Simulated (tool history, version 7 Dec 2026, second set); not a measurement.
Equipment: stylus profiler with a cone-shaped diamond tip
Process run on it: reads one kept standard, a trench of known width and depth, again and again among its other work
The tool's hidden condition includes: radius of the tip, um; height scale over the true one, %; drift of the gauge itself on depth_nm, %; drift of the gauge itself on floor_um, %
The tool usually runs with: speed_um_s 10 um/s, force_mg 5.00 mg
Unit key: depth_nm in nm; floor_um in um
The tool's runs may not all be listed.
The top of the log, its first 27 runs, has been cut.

run	hour	speed_um_s	force_mg	scans with this tip	hours of work since the height scale was calibrated	depth_nm	floor_um
28	543.5	6	4.14	3442	260	203.99	47.62
29	569.1	10	11.74	3705	280	207.91	47.62
30	598.3	10	11.74	4005	303	207.88	47.56
31	628.0	18	2.24	4309	326	202.63	47.48
32	654.0	10	11.62	4576	346	207.83	47.56
33	675.4	16	3.25	4795	363	203.30	47.50
34	705.8	17	5.00	5106	386	204.52	47.42
35	733.6	17	5.00	5392	408	204.55	47.47
36	748.0	3	1.80	5540	419	202.33	47.47
37	766.0	12	3.81	5725	433	203.77	47.42
38	785.0	16	11.52	5920	448	207.95	47.42
39	804.4	16	11.52	6118	463	207.76	47.43
40	828.8	16	11.52	6369	482	207.79	47.34
41	847.2	16	11.52	6558	496	207.80	47.32
42	860.8	16	11.52	6696	507	207.84	47.39
43	875.7	16	11.52	6849	518	207.91	47.34
44	889.0	8	3.26	6986	529	203.39	47.29
45	904.2	8	3.26	7142	540	203.46	47.30
46	926.6	20	1.95	7371	558	202.58	47.16
47	942.9	20	1.95	7539	570	202.46	47.14
48	961.8	22	12.84	7733	585	208.43	47.24

Forecast each of these 3 alternatives for the next run:
A	981.3	32	2.45	7933	600	?	?
B	981.3	8	13.39	7933	600	?	?
C	981.3	30	5.00	7933	600	?	?

run	depth_nm	floor_um
A	202.93	47.07
B	208.81	47.27
C	204.59	47.14
Take away the tool's hidden state, keep each run's random variation, and the runs would have read:
run	depth_nm	floor_um
A	202.74	47.84
B	208.61	48.04
C	204.40	47.91
